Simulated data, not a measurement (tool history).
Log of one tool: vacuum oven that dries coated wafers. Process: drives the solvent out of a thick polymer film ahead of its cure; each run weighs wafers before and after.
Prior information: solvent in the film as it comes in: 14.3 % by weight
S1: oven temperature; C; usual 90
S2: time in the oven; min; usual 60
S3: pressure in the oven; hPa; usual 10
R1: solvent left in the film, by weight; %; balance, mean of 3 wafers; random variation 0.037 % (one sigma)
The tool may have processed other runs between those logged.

{"run": 1, "hour": 0.0, "S1": 90, "S2": 60, "S3": 10, "R1": 1.06}
{"run": 2, "hour": 72.7, "S1": 90, "S2": 44, "S3": 10, "R1": 1.92}
{"run": 3, "hour": 179.6, "S1": 90, "S2": 44, "S3": 10, "R1": 1.96}
{"run": 4, "hour": 293.6, "S1": 90, "S2": 35, "S3": 10, "R1": 2.82}
{"hour": 348.5, "done": "oven's thermocouples calibrated"}
{"run": 5, "hour": 380.9, "S1": 80, "S2": 35, "S3": 10, "R1": 5.88}
{"run": 6, "hour": 429.4, "S1": 80, "S2": 35, "S3": 10, "R1": 5.88}
{"run": 7, "hour": 503.1, "S1": 90, "S2": 60, "S3": 10, "R1": 1.09}
{"run": 8, "hour": 560.5, "S1": 90, "S2": 60, "S3": 10, "R1": 1.16}
{"run": 9, "hour": 643.1, "S1": 90, "S2": 60, "S3": 10, "R1": 1.14}
{"run": 10, "hour": 705.2, "S1": 90, "S2": 60, "S3": 10, "R1": 1.15}
{"run": 11, "hour": 762.7, "S1": 90, "S2": 35, "S3": 6.1, "R1": 2.73}
{"run": 12, "hour": 814.5, "S1": 87, "S2": 60, "S3": 10, "R1": 1.71}
{"run": 13, "hour": 877.8, "S1": 87, "S2": 60, "S3": 11.7, "R1": 1.79}
{"hour": 913.4, "done": "vacuum gauge cleaned of residue and calibrated"}
{"run": 14, "hour": 959.9, "S1": 84, "S2": 38, "S3": 21, "R1": 4.5}
{"run": 15, "hour": 1025.2, "S1": 84, "S2": 38, "S3": 21, "R1": 4.56}
{"run": 16, "hour": 1113.0, "S1": 100, "S2": 38, "S3": 26.4, "R1": 0.87}
{"run": 17, "hour": 1188.3, "S1": 90, "S2": 87, "S3": 5.5, "R1": 0.43}

3 options for the next run, each taken on its own from the tool as it stands now. Forecast them:
{"run": "A", "hour": 1287.3, "S1": 95, "S2": 52, "S3": 10, "R1": "?"}
{"run": "B", "hour": 1287.3, "S1": 90, "S2": 80, "S3": 5.5, "R1": "?"}
{"run": "C", "hour": 1287.3, "S1": 78, "S2": 87, "S3": 32.9, "R1": "?"}

run=A R1=0.68
run=B R1=0.48
run=C R1=3.78
Stripped of hidden state, with their random variation kept, the same runs would have yielded:
run=A R1=0.68
run=B R1=0.48
run=C R1=3.77
